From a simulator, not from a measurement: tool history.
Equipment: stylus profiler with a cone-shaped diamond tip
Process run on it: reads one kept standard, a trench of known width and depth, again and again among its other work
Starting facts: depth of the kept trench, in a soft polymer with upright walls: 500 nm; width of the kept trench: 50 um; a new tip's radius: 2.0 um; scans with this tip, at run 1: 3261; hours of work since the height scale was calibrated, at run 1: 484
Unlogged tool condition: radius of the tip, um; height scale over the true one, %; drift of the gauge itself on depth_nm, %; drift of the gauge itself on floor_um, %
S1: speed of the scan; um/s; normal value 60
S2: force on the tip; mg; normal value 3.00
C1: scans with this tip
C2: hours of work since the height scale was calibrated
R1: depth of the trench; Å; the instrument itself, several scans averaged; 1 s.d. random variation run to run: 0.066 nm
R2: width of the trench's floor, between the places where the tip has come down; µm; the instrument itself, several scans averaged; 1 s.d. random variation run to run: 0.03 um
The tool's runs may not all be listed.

run,day,S1,S2,C1,C2,R1,R2
1,0.000,60,3.00,3261,484,5068.5,46.43
2,4.967,15,3.00,3840,569,5068.8,46.54
3,9.304,15,3.00,4346,645,5070.5,46.41
4,14.429,60,2.26,4944,733,5060.7,46.02
5,19.012,60,2.26,5479,813,5061.2,45.97
6,22.058,60,2.26,5834,865,5061.8,45.93
7,26.688,60,2.26,6375,945,5063.1,45.80
8,30.108,105,3.00,6774,1005,5075.7,45.59
9,33.421,60,3.00,7160,1062,5075.0,45.71
10,36.525,60,3.00,7522,1116,5076.2,45.70
11,41.938,60,3.00,8154,1209,5076.3,45.60
12,44.467,60,3.00,8449,1253,5077.2,45.56
13,47.096,60,3.00,8755,1299,5077.5,45.48
# day 49.371: height scale calibrated on a step standard
14,51.771,60,3.94,9299,42,5080.3,45.45
15,57.033,60,3.00,9912,133,5067.1,45.34
16,62.088,60,3.00,10502,220,5067.9,45.26
17,65.042,60,3.00,10847,271,5068.3,45.18
18,67.812,60,3.00,11170,319,5068.4,45.16
19,73.008,60,3.00,11776,409,5070.6,45.07
20,75.608,45,3.00,12080,454,5070.4,45.12
21,80.338,60,3.00,12632,536,5072.3,44.96
22,82.742,60,3.00,12912,577,5071.5,45.00
23,86.988,60,3.00,13407,651,5071.7,44.91
24,90.954,128,7.78,13870,720,5130.5,44.76
25,95.138,36,1.91,14358,792,5056.6,44.81
26,97.575,121,1.92,14643,834,5057.8,44.25
27,100.300,15,4.29,14961,881,5091.3,44.95
28,104.325,15,4.29,15430,951,5092.8,44.86
# day 106.954: new tip fitted, height scale calibrated
29,109.342,15,4.29,279,41,5081.7,47.24
30,113.821,15,4.29,801,119,5082.9,47.12
31,118.000,15,4.29,1289,191,5084.5,47.01
32,121.425,17,2.71,1689,250,5062.6,46.91
33,124.662,19,3.00,2067,306,5068.4,46.79
34,128.325,53,3.48,2494,370,5074.5,46.63
35,131.850,53,3.48,2905,431,5073.9,46.54
36,135.975,54,3.29,3386,502,5073.5,46.44
37,140.558,60,5.09,3921,582,5098.9,46.43
38,145.925,60,5.09,4547,674,5097.8,46.21
39,150.950,214,3.00,5134,761,5071.8,45.31
40,155.608,214,3.00,5677,842,5073.9,45.19
41,160.546,214,3.00,6253,927,5074.7,45.11
42,165.158,214,3.00,6792,1007,5075.5,45.04
43,168.225,214,3.00,7149,1060,5075.6,44.91
44,171.917,214,2.98,7580,1124,5075.6,44.95
45,176.767,22,2.78,8146,1208,5073.9,45.76
46,179.771,19,1.76,8497,1260,5058.3,45.68

What differs in the tool's unlogged condition from the final listed run ahead of each entry between runs to the first listed run following it?
Runs 13 to 14: height scale calibrated on a step standard (day 49.371)
  radius of the tip, um: 4.66 -> 4.83; height scale over the true one, %: 0.248 -> 0.019
  measured result minus the result with no hidden state, R1: +12.6 -> +1.0 Å; R2: -1.56 -> -1.63 µm
Runs 28 to 29: new tip fitted, height scale calibrated (day 106.954)
  radius of the tip, um: 6.66 -> 2.05; height scale over the true one, %: 0.204 -> -0.005
  measured result minus the result with no hidden state, R1: +10.3 -> -0.3 Å; R2: -2.42 -> -0.04 µm
